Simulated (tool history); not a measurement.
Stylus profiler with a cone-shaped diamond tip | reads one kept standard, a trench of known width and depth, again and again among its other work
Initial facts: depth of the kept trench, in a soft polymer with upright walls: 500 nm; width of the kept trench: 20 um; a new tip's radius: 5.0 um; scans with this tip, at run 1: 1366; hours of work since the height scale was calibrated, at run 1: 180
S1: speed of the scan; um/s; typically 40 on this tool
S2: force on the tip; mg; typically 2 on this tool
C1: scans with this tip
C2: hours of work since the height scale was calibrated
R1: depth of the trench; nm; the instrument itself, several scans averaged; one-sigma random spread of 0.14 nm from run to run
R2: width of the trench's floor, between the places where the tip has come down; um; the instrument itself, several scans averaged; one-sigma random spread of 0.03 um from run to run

run   hour   S1    S2    C1   C2      R1     R2
  1      0   40     2  1366  180  502.53  15.53
  2   12.8  138     2  1407  185  502.69  15.22
  3   19.1  138  1.51  1427  188  501.96  15.18
  4   31.3  138  1.51  1466  193  501.84  15.16
  5   45.1  138  1.51  1509  198  502.08  15.13
  6   52.1  138  1.51  1532  201  502.06  15.17
  7   67.5  138  1.51  1581  208  501.83  15.14
  8   76.1   40  2.06  1608  211  502.36  15.56
  9   83.5   12     2  1632  214  502.48  15.59
 10     98   11     2  1677  221  502.42  15.62
 11  109.4   11     2  1714  225  502.29  15.55
 12  122.2   11     2  1755  231  502.42  15.61
 13  135.2   63  0.86  1796  236  501.16  15.39
 14  144.1  104   2.5  1824  240  502.92  15.32
 15  153.7  101  0.91  1855  244  501.57  15.21
 16  162.3   18  4.44  1882  247  504.27   15.6
 17  171.9  159  0.67  1912  251  501.29  14.87
 18  181.3   24  2.24  1942  255  502.55  15.55
 19  196.2   42  1.21  1990  262  501.87   15.5
 20  205.3   42  1.21  2019  265  501.73  15.44
 21  211.8   33   1.7  2039  268  502.45  15.55
 22  224.3   13  0.84  2079  273  501.41  15.59
 23  234.7   38  0.98  2112  278  501.51  15.48
 24  245.1   13  0.76  2145  282  501.27   15.6

5 options for the next run, each taken on its own from the tool as it stands now. Forecast them:
  A  257.2  150  2.34  2184  287   ?   ?
  B  257.2   19  1.18  2184  287   ?   ?
  C  257.2   24  0.76  2184  287   ?   ?
  D  257.2   67   1.5  2184  287   ?   ?
  E  257.2   12  2.86  2184  287   ?   ?

run      R1     R2
  A  502.63  15.19
  B  501.64  15.52
  C  501.29  15.54
  D  501.97  15.44
  E  503.09  15.61
Had the tool no hidden state, the same runs would have come out as:
run      R1     R2
  A  502.63  15.19
  B  501.64  15.52
  C  501.29  15.54
  D  501.97  15.44
  E  503.09  15.61
